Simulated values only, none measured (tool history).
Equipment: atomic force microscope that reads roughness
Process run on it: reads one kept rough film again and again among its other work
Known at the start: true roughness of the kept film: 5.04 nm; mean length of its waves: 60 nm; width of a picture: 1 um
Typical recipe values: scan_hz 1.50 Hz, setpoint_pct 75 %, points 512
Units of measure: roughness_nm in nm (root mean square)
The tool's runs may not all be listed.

Run 1, hour 0.0: usual settings. Result: roughness_nm 4.330 nm (root mean square).
Run 2, hour 46.6: usual settings but scan_hz 0.66 Hz. Result: roughness_nm 4.490 nm (root mean square).
Run 3, hour 99.1: usual settings but scan_hz 0.66 Hz. Result: roughness_nm 4.457 nm (root mean square).
Run 4, hour 151.9: usual settings but scan_hz 0.66 Hz. Result: roughness_nm 4.346 nm (root mean square).
Run 5, hour 179.1: usual settings but scan_hz 0.66 Hz. Result: roughness_nm 4.343 nm (root mean square).
Run 6, hour 231.8: usual settings but scan_hz 0.66 Hz. Result: roughness_nm 4.249 nm (root mean square).
Run 7, hour 277.8: usual settings but scan_hz 0.66 Hz. Result: roughness_nm 4.218 nm (root mean square).
Run 8, hour 322.1: usual settings but scan_hz 0.66 Hz. Result: roughness_nm 4.181 nm (root mean square).
Run 9, hour 378.7: usual settings but scan_hz 0.66 Hz. Result: roughness_nm 4.104 nm (root mean square).
At hour 413.6: new tip fitted.
Run 10, hour 424.0: usual settings but scan_hz 0.66 Hz. Result: roughness_nm 4.540 nm (root mean square).
Run 11, hour 481.3: usual settings but scan_hz 0.66 Hz. Result: roughness_nm 4.501 nm (root mean square).
Run 12, hour 536.3: usual settings but scan_hz 0.66 Hz. Result: roughness_nm 4.394 nm (root mean square).
Run 13, hour 563.9: usual settings but scan_hz 0.66 Hz. Result: roughness_nm 4.364 nm (root mean square).
Run 14, hour 616.5: usual settings but scan_hz 0.66 Hz. Result: roughness_nm 4.291 nm (root mean square).
Run 15, hour 650.0: usual settings but scan_hz 0.66 Hz. Result: roughness_nm 4.279 nm (root mean square).
Run 16, hour 693.3: usual settings but scan_hz 2.75 Hz. Result: roughness_nm 3.583 nm (root mean square).
Run 17, hour 721.1: usual settings. Result: roughness_nm 3.899 nm (root mean square).
Run 18, hour 761.5: usual settings. Result: roughness_nm 3.905 nm (root mean square).
Run 19, hour 817.6: usual settings. Result: roughness_nm 3.807 nm (root mean square).
At hour 823.2: new tip fitted.
Run 20, hour 850.4: usual settings. Result: roughness_nm 4.278 nm (root mean square).
Run 21, hour 897.5: usual settings. Result: roughness_nm 4.172 nm (root mean square).
At hour 901.5: height scale calibrated on a step standard.
Run 22, hour 948.5: usual settings but setpoint_pct 56 %, points 627. Result: roughness_nm 4.498 nm (root mean square).
Run 23, hour 1004.9: usual settings but scan_hz 1.00 Hz, setpoint_pct 88 %, points 627. Result: roughness_nm 3.974 nm (root mean square).
Run 24, hour 1062.4: usual settings but scan_hz 1.00 Hz, setpoint_pct 88 %, points 627. Result: roughness_nm 3.894 nm (root mean square).
Run 25, hour 1110.1: usual settings but scan_hz 0.75 Hz, setpoint_pct 77 %, points 308. Result: roughness_nm 4.128 nm (root mean square).
Run 26, hour 1163.9: usual settings but scan_hz 0.75 Hz, setpoint_pct 77 %, points 308. Result: roughness_nm 4.145 nm (root mean square).
Run 27, hour 1202.7: usual settings but scan_hz 2.37 Hz, setpoint_pct 56 %, points 767. Result: roughness_nm 4.113 nm (root mean square).
At hour 1235.0: new tip fitted.
Run 28, hour 1250.7: usual settings but points 761. Result: roughness_nm 4.315 nm (root mean square).
At hour 1255.2: height scale calibrated on a step standard, once more.
Run 29, hour 1275.9: usual settings but scan_hz 0.89 Hz, setpoint_pct 72 %, points 549. Result: roughness_nm 4.493 nm (root mean square).
Run 30, hour 1300.7: usual settings but scan_hz 0.89 Hz, setpoint_pct 72 %, points 549. Result: roughness_nm 4.466 nm (root mean square).
Run 31, hour 1328.4: usual settings but scan_hz 1.57 Hz, setpoint_pct 72 %, points 549. Result: roughness_nm 4.212 nm (root mean square).
Run 32, hour 1368.3: usual settings but scan_hz 0.72 Hz, setpoint_pct 64 %, points 275. Result: roughness_nm 4.497 nm (root mean square).
Run 33, hour 1398.0: usual settings but scan_hz 0.72 Hz, setpoint_pct 64 %, points 275. Result: roughness_nm 4.447 nm (root mean square).
Run 34, hour 1428.1: usual settings but scan_hz 0.72 Hz, setpoint_pct 64 %, points 275. Result: roughness_nm 4.412 nm (root mean square).
Run 35, hour 1452.9: usual settings but scan_hz 0.72 Hz, setpoint_pct 64 %, points 559. Result: roughness_nm 4.405 nm (root mean square).
Run 36, hour 1483.1: usual settings but scan_hz 0.72 Hz, setpoint_pct 64 %, points 559. Result: roughness_nm 4.396 nm (root mean square).
Run 37, hour 1540.6: usual settings but scan_hz 2.51 Hz, setpoint_pct 88 %, points 275. Result: roughness_nm 3.159 nm (root mean square).
Run 38, hour 1596.9: usual settings but scan_hz 2.51 Hz, setpoint_pct 88 %, points 275. Result: roughness_nm 3.106 nm (root mean square).

Alternative continuations, all from the tool just after run 38; predict every row:
At hour 1645.0: new tip fitted.
Run A, hour 1649.3: usual settings but scan_hz 0.64 Hz, setpoint_pct 88 %, points 388. Result: roughness_nm ?.
At hour 1645.0: new tip fitted.
Run B, hour 1649.3: usual settings but scan_hz 2.77 Hz, setpoint_pct 64 %, points 532. Result: roughness_nm ?.
At hour 1645.0: new tip fitted.
Run C, hour 1649.3: usual settings but setpoint_pct 87 %, points 465. Result: roughness_nm ?.
At hour 1645.0: new tip fitted.
Run D, hour 1649.3: usual settings but scan_hz 2.51 Hz, setpoint_pct 88 %, points 970. Result: roughness_nm ?.

run  roughness_nm
  A         4.372
  B         4.300
  C         3.930
  D         3.445
With no hidden state in the tool, these same runs would have given:
run  roughness_nm
  A         4.370
  B         4.298
  C         3.928
  D         3.443

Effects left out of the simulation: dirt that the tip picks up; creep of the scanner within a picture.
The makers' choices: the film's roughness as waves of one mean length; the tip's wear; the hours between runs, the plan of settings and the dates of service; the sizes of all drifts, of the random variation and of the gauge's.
